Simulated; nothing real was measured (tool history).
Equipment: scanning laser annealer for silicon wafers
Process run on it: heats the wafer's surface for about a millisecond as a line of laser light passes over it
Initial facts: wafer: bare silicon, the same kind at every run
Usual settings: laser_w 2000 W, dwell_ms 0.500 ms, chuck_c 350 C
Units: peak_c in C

| run | hour | laser_w | dwell_ms | chuck_c | peak_c |
|---|---|---|---|---|---|
| 1 | 0.0 | 2000 | 0.500 | 350 | 1147 |
| 2 | 49.5 | 2000 | 0.500 | 350 | 1146 |
| 3 | 101.1 | 2000 | 0.576 | 350 | 1202 |
| 4 | 179.5 | 2000 | 0.402 | 350 | 1058 |
| 5 | 221.5 | 2000 | 0.500 | 354 | 1145 |
| 6 | 298.3 | 2000 | 0.500 | 354 | 1145 |
| 7 | 336.3 | 2000 | 0.500 | 354 | 1142 |
| 8 | 417.0 | 2000 | 0.500 | 354 | 1140 |
| 9 | 450.5 | 2000 | 0.500 | 350 | 1139 |
| 10 | 492.6 | 2000 | 0.500 | 326 | 1109 |
| 11 | 554.8 | 2000 | 0.500 | 350 | 1132 |
| 12 | 598.5 | 2000 | 0.500 | 356 | 1138 |
| 13 | 643.9 | 2000 | 0.500 | 339 | 1118 |
| 14 | 690.2 | 2000 | 0.500 | 350 | 1133 |
| 15 | 758.2 | 2000 | 0.500 | 350 | 1131 |
| 16 | 814.6 | 2000 | 0.500 | 350 | 1128 |
| 17 | 893.0 | 2000 | 0.500 | 350 | 1128 |
| 18 | 976.0 | 2000 | 0.500 | 386 | 1155 |
|  | 983.6 | laser's power meter calibrated |
| 19 | 1013.6 | 1812 | 0.500 | 350 | 1042 |
| 20 | 1094.7 | 1807 | 0.500 | 350 | 1034 |
| 21 | 1143.4 | 1807 | 0.500 | 350 | 1033 |
|  | 1199.4 | optics aligned, line set to its width |
| 22 | 1199.4 | 2032 | 0.465 | 359 | 1132 |
| 23 | 1270.2 | 2032 | 0.465 | 359 | 1128 |
| 24 | 1344.1 | 1781 | 0.418 | 380 | 1005 |
|  | 1387.0 | laser's power meter calibrated, once more |
| 25 | 1387.0 | 1998 | 0.476 | 318 | 1053 |
| 26 | 1420.7 | 2025 | 0.420 | 374 | 1075 |
| 27 | 1456.4 | 2025 | 0.420 | 374 | 1074 |
| 28 | 1509.1 | 1960 | 0.516 | 377 | 1124 |
|  | 1515.3 | window over the wafer cleaned |
| 29 | 1572.7 | 1960 | 0.384 | 336 | 1001 |
| 30 | 1627.4 | 1960 | 0.384 | 336 | 1000 |
| 31 | 1670.8 | 1960 | 0.384 | 336 | 997 |
| 32 | 1710.7 | 1788 | 0.482 | 337 | 1008 |
| 33 | 1771.2 | 1788 | 0.482 | 337 | 1007 |
| 34 | 1818.2 | 1944 | 0.609 | 350 | 1178 |
| 35 | 1870.8 | 1891 | 0.478 | 350 | 1056 |
| 36 | 1940.5 | 2000 | 0.465 | 350 | 1091 |
| 37 | 2013.0 | 2000 | 0.465 | 350 | 1090 |
| 38 | 2069.8 | 2000 | 0.409 | 374 | 1064 |
| 39 | 2119.9 | 2000 | 0.370 | 374 | 1030 |
| 40 | 2186.4 | 1839 | 0.571 | 386 | 1136 |
| 41 | 2222.5 | 1839 | 0.571 | 386 | 1131 |

Each row is a separate what-if for the run after 41, all from the same tool condition, not one after another. Results?
| A | 2269.4 | 2000 | 0.390 | 350 | ? |
| B | 2269.4 | 2178 | 0.374 | 350 | ? |
| C | 2269.4 | 1774 | 0.571 | 386 | ? |

| run | peak_c |
|---|---|
| A | 1021 |
| B | 1073 |
| C | 1097 |
Without the tool's hidden state the same runs would have given:
| run | peak_c |
|---|---|
| A | 1043 |
| B | 1097 |
| C | 1121 |

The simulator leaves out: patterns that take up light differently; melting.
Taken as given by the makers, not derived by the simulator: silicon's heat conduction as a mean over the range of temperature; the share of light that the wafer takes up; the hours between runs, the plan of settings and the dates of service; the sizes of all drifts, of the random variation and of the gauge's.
